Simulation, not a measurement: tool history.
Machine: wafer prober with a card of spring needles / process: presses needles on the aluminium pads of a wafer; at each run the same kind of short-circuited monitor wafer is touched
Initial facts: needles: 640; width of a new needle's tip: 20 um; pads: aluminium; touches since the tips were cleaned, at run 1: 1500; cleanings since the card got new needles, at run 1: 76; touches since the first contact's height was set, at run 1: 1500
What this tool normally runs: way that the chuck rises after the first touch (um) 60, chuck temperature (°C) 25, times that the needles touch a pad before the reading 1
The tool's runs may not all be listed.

run	hour	way that the chuck rises after the first touch (um)	chuck temperature (°C)	times that the needles touch a pad before the reading	touches since the tips were cleaned	cleanings since the card got new needles	touches since the first contact's height was set	resistance of one needle with its contact and lead (mohm)	way that a needle slides on the pad (um)
1	0	60	25	1	1500	76	1500	108	11.77
# hour 1.8: tips cleaned on abrasive film
# hour 10.3: tips cleaned on abrasive film
# hour 17.1: tips cleaned on abrasive film
# hour 25.4: tips cleaned on abrasive film
2	26.9	60	25	1	340	80	7522	111	11.82
# hour 33.7: tips cleaned on abrasive film
# hour 42.1: tips cleaned on abrasive film
3	42.1	60	25	1	4	82	10935	107	11.81
# hour 49.1: tips cleaned on abrasive film
# hour 55.9: tips cleaned on abrasive film
4	61.6	60	25	1	1285	84	15313	110	11.8
# hour 63.3: tips cleaned on abrasive film
# hour 70.2: tips cleaned on abrasive film
# hour 78.4: tips cleaned on abrasive film
# hour 86.8: tips cleaned on abrasive film
5	87.8	60	25	1	242	88	21187	110	11.68
# hour 94.6: tips cleaned on abrasive film
# hour 103.2: tips cleaned on abrasive film
# hour 110.6: tips cleaned on abrasive film
6	110.6	60	25	1	0	91	26298	110	11.71
# hour 118.9: tips cleaned on abrasive film
# hour 127.4: tips cleaned on abrasive film
7	130.1	60	25	1	592	93	30674	112	11.75
# hour 135: tips cleaned on abrasive film
# hour 143.5: tips cleaned on abrasive film
# hour 151.8: tips cleaned on abrasive film
8	151.8	74	25	1	0	96	35555	109	14.43
# hour 160.3: tips cleaned on abrasive film
# hour 168.9: tips cleaned on abrasive film
9	168.9	74	25	1	7	98	39388	107	14.56
# hour 175.7: tips cleaned on abrasive film
# hour 184.2: tips cleaned on abrasive film
# hour 192.7: tips cleaned on abrasive film
10	196.1	74	25	1	771	101	45511	106	14.38
# hour 201.1: tips cleaned on abrasive film
# hour 209.6: tips cleaned on abrasive film
# hour 218: tips cleaned on abrasive film
11	221.3	74	25	1	765	104	51173	108	14.4
# hour 225.7: tips cleaned on abrasive film
# hour 233.9: tips cleaned on abrasive film
# hour 242.4: tips cleaned on abrasive film
# hour 250.9: tips cleaned on abrasive film
12	257.2	74	25	1	1419	108	59224	108	14.44
# hour 258.9: tips cleaned on abrasive film
# hour 267.3: tips cleaned on abrasive film
# hour 274.1: tips cleaned on abrasive film
# hour 282.6: tips cleaned on abrasive film
# hour 289.5: tips cleaned on abrasive film
13	294.1	60	25	1	1045	113	67497	109	11.72
# hour 297.5: tips cleaned on abrasive film
# hour 306: tips cleaned on abrasive film
# hour 314.5: tips cleaned on abrasive film
14	320.1	60	25	1	1282	116	73348	110	11.67
# hour 321.9: tips cleaned on abrasive film
# hour 328.7: tips cleaned on abrasive film
# hour 337.2: tips cleaned on abrasive film
# hour 344.1: tips cleaned on abrasive film
15	348.2	60	25	1	933	120	79637	109	11.76
# hour 351.6: tips cleaned on abrasive film
# hour 358.5: tips cleaned on abrasive film
# hour 367: tips cleaned on abrasive film
# hour 375.2: tips cleaned on abrasive film
16	375.2	60	25	1	0	124	85681	111	11.76
# hour 383.5: tips cleaned on abrasive film
# hour 392: tips cleaned on abrasive film
17	392.5	60	31	1	120	126	89584	109	11.76
# hour 399.4: tips cleaned on abrasive film
# hour 407.9: tips cleaned on abrasive film
18	414.5	58	80	2	1493	128	94521	119	11.29
# hour 416.2: tips cleaned on abrasive film
# hour 424.6: tips cleaned on abrasive film
# hour 432.9: tips cleaned on abrasive film
19	436.7	58	45	1	861	131	99517	114	11.22
# hour 440: tips cleaned on abrasive film
# hour 446.8: tips cleaned on abrasive film
# hour 455.2: tips cleaned on abrasive film
# hour 463.7: tips cleaned on abrasive film
# hour 472: tips cleaned on abrasive film
20	472.2	41	45	2	35	136	107465	116	7.95
# hour 479: tips cleaned on abrasive film
# hour 487.5: tips cleaned on abrasive film
# hour 495.1: tips cleaned on abrasive film
21	495.1	69	52	3	0	139	112611	109	13.3
# hour 503.5: tips cleaned on abrasive film
# hour 510.3: tips cleaned on abrasive film
# hour 518.8: tips cleaned on abrasive film
# hour 525.7: tips cleaned on abrasive film
22	528	48	77	1	534	143	119996	120	9.24
# hour 533.2: tips cleaned on abrasive film
# hour 541.3: tips cleaned on abrasive film
23	545.3	48	77	1	914	145	123869	120	9.25
# hour 548.7: tips cleaned on abrasive film
# hour 555.6: tips cleaned on abrasive film
# hour 564.1: tips cleaned on abrasive film
24	570.1	60	55	2	1361	148	129438	115	11.58
# hour 571.9: tips cleaned on abrasive film
# hour 580.2: tips cleaned on abrasive film
# hour 587: tips cleaned on abrasive film
25	590.2	42	30	2	733	151	133954	116	8.18
# hour 595.3: tips cleaned on abrasive film
# hour 603.9: tips cleaned on abrasive film
# hour 607.4: height of the first contact set anew
# hour 612.5: tips cleaned on abrasive film
26	616.5	42	30	2	907	154	2054	115	8.16

4 ways to go on from here, each from the tool as it stands after run 26. What would each give?
# hour 620: tips cleaned on abrasive film
# hour 628.5: tips cleaned on abrasive film
# hour 637: tips cleaned on abrasive film
# hour 645.5: tips cleaned on abrasive film
A	650.4	79	94	2	1104	158	9650	?	?
# hour 620: tips cleaned on abrasive film
# hour 628.5: tips cleaned on abrasive film
# hour 637: tips cleaned on abrasive film
# hour 645.5: tips cleaned on abrasive film
B	650.4	42	30	1	1104	158	9650	?	?
# hour 620: tips cleaned on abrasive film
# hour 628.5: tips cleaned on abrasive film
# hour 637: tips cleaned on abrasive film
# hour 645.5: tips cleaned on abrasive film
C	650.4	60	25	1	1104	158	9650	?	?
# hour 620: tips cleaned on abrasive film
# hour 628.5: tips cleaned on abrasive film
# hour 637: tips cleaned on abrasive film
# hour 645.5: tips cleaned on abrasive film
D	650.4	43	71	2	1104	158	9650	?	?

run	resistance of one needle with its contact and lead (mohm)	way that a needle slides on the pad (um)
A	115	15.23
B	115	8.11
C	109	11.55
D	120	8.33
What these runs would have given with no unlogged condition in the tool:
run	resistance of one needle with its contact and lead (mohm)	way that a needle slides on the pad (um)
A	115	15.49
B	114	8.25
C	109	11.75
D	120	8.47
